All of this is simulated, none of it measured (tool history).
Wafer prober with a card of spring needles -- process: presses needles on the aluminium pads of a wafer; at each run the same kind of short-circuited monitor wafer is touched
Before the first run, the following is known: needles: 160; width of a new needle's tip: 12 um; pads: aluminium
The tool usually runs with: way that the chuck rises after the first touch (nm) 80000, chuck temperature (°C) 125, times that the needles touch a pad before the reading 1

run	hour	way that the chuck rises after the first touch (nm)	chuck temperature (°C)	times that the needles touch a pad before the reading	resistance of one needle with its contact and lead (mohm)	way that a needle slides on the pad (nm)
1	0	80000	125	1	229	19840
# hour 6.5: tips cleaned on abrasive film
# hour 14.6: tips cleaned on abrasive film
# hour 21.1: tips cleaned on abrasive film
# hour 27.6: tips cleaned on abrasive film
# hour 34.1: tips cleaned on abrasive film
# hour 40.6: tips cleaned on abrasive film
2	41.8	80000	125	1	233	20040
# hour 48.3: tips cleaned on abrasive film
# hour 54.8: tips cleaned on abrasive film
# hour 61.3: tips cleaned on abrasive film
3	65.8	80000	125	1	246	19860
# hour 69.1: tips cleaned on abrasive film
# hour 75.6: tips cleaned on abrasive film
# hour 82.1: tips cleaned on abrasive film
# hour 88.6: tips cleaned on abrasive film
# hour 95.1: tips cleaned on abrasive film
# hour 101.6: tips cleaned on abrasive film
4	106.9	80000	125	1	247	19430
# hour 108.6: tips cleaned on abrasive film
# hour 115.1: tips cleaned on abrasive film
# hour 121.6: tips cleaned on abrasive film
5	126	80000	125	1	243	19610
# hour 129.3: tips cleaned on abrasive film
# hour 137.4: tips cleaned on abrasive film
# hour 143.9: tips cleaned on abrasive film
6	148.5	80000	125	1	243	19590
# hour 151.8: tips cleaned on abrasive film
# hour 158.3: tips cleaned on abrasive film
# hour 164.8: tips cleaned on abrasive film
# hour 166.7: height of the first contact set anew
# hour 171.6: tips cleaned on abrasive film
7	177.6	80000	125	1	247	20400
# hour 179.3: tips cleaned on abrasive film
# hour 187.4: tips cleaned on abrasive film
# hour 195.5: tips cleaned on abrasive film
# hour 202.1: tips cleaned on abrasive film
# hour 210.2: tips cleaned on abrasive film
# hour 216.7: tips cleaned on abrasive film
8	218.8	80000	125	1	233	20480
# hour 223.7: tips cleaned on abrasive film
# hour 230.2: tips cleaned on abrasive film
# hour 236.7: tips cleaned on abrasive film
# hour 243.2: tips cleaned on abrasive film
# hour 249.7: tips cleaned on abrasive film
9	253.8	80000	125	1	241	20380
# hour 257.1: tips cleaned on abrasive film
# hour 265.2: tips cleaned on abrasive film
# hour 273.3: tips cleaned on abrasive film
# hour 279.8: tips cleaned on abrasive film
10	283.3	80000	125	1	241	20420
# hour 286.6: tips cleaned on abrasive film
# hour 293.1: tips cleaned on abrasive film
# hour 301.3: tips cleaned on abrasive film
# hour 309.4: tips cleaned on abrasive film
# hour 315.9: tips cleaned on abrasive film
# hour 322.4: tips cleaned on abrasive film
11	323.4	80000	125	1	237	20170
# hour 329.9: tips cleaned on abrasive film
# hour 336.4: tips cleaned on abrasive film
# hour 344.5: tips cleaned on abrasive film
# hour 351: tips cleaned on abrasive film
12	355.4	80000	30	1	232	20050
# hour 358.7: tips cleaned on abrasive film
# hour 365.2: tips cleaned on abrasive film
# hour 373.3: tips cleaned on abrasive film
# hour 379.8: tips cleaned on abrasive film
# hour 387.9: tips cleaned on abrasive film
13	389.3	80000	30	1	215	20070
# hour 395.8: tips cleaned on abrasive film
# hour 402.3: tips cleaned on abrasive film
# hour 408.8: tips cleaned on abrasive film
14	409.6	80000	30	1	214	19650
# hour 416.1: tips cleaned on abrasive film
# hour 422.6: tips cleaned on abrasive film
# hour 429.1: tips cleaned on abrasive film
# hour 435.6: tips cleaned on abrasive film
# hour 442.2: tips cleaned on abrasive film
# hour 448.7: tips cleaned on abrasive film
15	450	77000	125	3	234	19000
# hour 456.5: tips cleaned on abrasive film
# hour 463: tips cleaned on abrasive film
# hour 469.5: tips cleaned on abrasive film
# hour 477.6: tips cleaned on abrasive film
# hour 485.7: tips cleaned on abrasive film
16	488.4	77000	48	1	227	18830
# hour 493.3: tips cleaned on abrasive film
# hour 499.8: tips cleaned on abrasive film
# hour 506.3: tips cleaned on abrasive film
# hour 512.8: tips cleaned on abrasive film
# hour 519.3: tips cleaned on abrasive film
# hour 521.2: height of the first contact set anew
# hour 526.1: tips cleaned on abrasive film
17	530.9	80000	122	1	248	20530
# hour 534.2: tips cleaned on abrasive film
# hour 540.7: tips cleaned on abrasive film
# hour 548.8: tips cleaned on abrasive film
18	550.7	80000	81	1	229	20700

Estimate the outcome of run 19 from the log above:
# hour 555.6: tips cleaned on abrasive film
# hour 562.1: tips cleaned on abrasive film
# hour 568.6: tips cleaned on abrasive film
# hour 575.1: tips cleaned on abrasive film
19	576.9	80000	61	2	?	?

resistance of one needle with its contact and lead (mohm): 218
way that a needle slides on the pad (nm): 20640
Had the tool carried no hidden state, the very same run would have given resistance of one needle with its contact and lead (mohm) 207, way that a needle slides on the pad (nm) 20820.
